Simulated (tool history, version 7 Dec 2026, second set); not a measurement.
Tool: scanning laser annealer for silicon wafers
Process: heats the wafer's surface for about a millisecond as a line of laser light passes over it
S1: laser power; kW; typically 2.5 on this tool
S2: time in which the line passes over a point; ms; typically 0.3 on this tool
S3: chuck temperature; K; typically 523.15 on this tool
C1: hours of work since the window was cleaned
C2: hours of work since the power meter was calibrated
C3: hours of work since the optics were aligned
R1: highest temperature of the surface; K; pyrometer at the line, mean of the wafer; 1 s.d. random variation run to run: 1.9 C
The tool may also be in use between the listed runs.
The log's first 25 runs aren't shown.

Run 26, hour 393.2: usual settings but S1 2.131 kW, S2 0.212 ms, S3 493.15 K; C1 45; C2 79; C3 726. Result: R1 1064.15 K.
Run 27, hour 403.3: usual settings but S1 2.516 kW; C1 52; C2 86; C3 733. Result: R1 1358.15 K.
Run 28, hour 413.8: usual settings but S2 0.258 ms, S3 553.15 K; C1 59; C2 93; C3 740. Result: R1 1319.15 K.
Run 29, hour 424.4: usual settings but S1 2.221 kW, S2 0.258 ms, S3 531.15 K; C1 66; C2 101; C3 747. Result: R1 1195.15 K.
Run 30, hour 435.9: usual settings but S1 2.221 kW, S2 0.258 ms, S3 531.15 K; C1 74; C2 108; C3 755. Result: R1 1195.15 K.
Run 31, hour 450.3: usual settings but S2 0.236 ms, S3 543.15 K; C1 84; C2 118; C3 765. Result: R1 1270.15 K.
Run 32, hour 463.5: usual settings but S1 2.32 kW, S2 0.253 ms; C1 92; C2 127; C3 774. Result: R1 1213.15 K.
Run 33, hour 478.6: usual settings but S1 2.32 kW, S2 0.253 ms; C1 103; C2 137; C3 784. Result: R1 1214.15 K.
Run 34, hour 497.8: usual settings but S1 2.32 kW, S2 0.253 ms; C1 116; C2 150; C3 797. Result: R1 1213.15 K.
Run 35, hour 514.5: usual settings but S2 0.225 ms; C1 127; C2 162; C3 809. Result: R1 1225.15 K.
Run 36, hour 525.9: usual settings but S1 2.671 kW, S3 538.15 K; C1 135; C2 170; C3 817. Result: R1 1426.15 K.
Run 37, hour 534.8: usual settings but S1 2.127 kW, S3 491.15 K; C1 141; C2 176; C3 823. Result: R1 1176.15 K.
Run 38, hour 549.3: usual settings but S1 2.336 kW, S2 0.252 ms, S3 514.15 K; C1 151; C2 186; C3 832. Result: R1 1205.15 K.
Run 39, hour 569.6: usual settings but S1 2.336 kW, S2 0.252 ms, S3 514.15 K; C1 165; C2 199; C3 846. Result: R1 1205.15 K.
Run 40, hour 588.3: usual settings but S1 2.337 kW, S2 0.212 ms, S3 528.15 K; C1 177; C2 212; C3 859. Result: R1 1157.15 K.
Run 41, hour 600: usual settings but S2 0.226 ms, S3 498.15 K; C1 185; C2 220; C3 867. Result: R1 1201.15 K.
Run 42, hour 620.2: usual settings but S3 554.15 K; C1 199; C2 234; C3 881. Result: R1 1381.15 K.

Forecast each of these 3 alternatives for the next run:
Run A, hour 638.7: usual settings but S2 0.368 ms, S3 554.15 K; C1 212; C2 246; C3 893. Result: R1 ?.
Run B, hour 638.7: usual settings but S1 2.641 kW; C1 212; C2 246; C3 893. Result: R1 ?.
Run C, hour 638.7: usual settings but S1 2.173 kW, S3 558.15 K; C1 212; C2 246; C3 893. Result: R1 ?.

run       R1
  A  1473.15
  B  1401.15
  C  1258.15
The same runs, with their run-to-run variation unchanged, on a tool lacking any hidden condition would have given:
run       R1
  A  1495.15
  B  1422.15
  C  1275.15
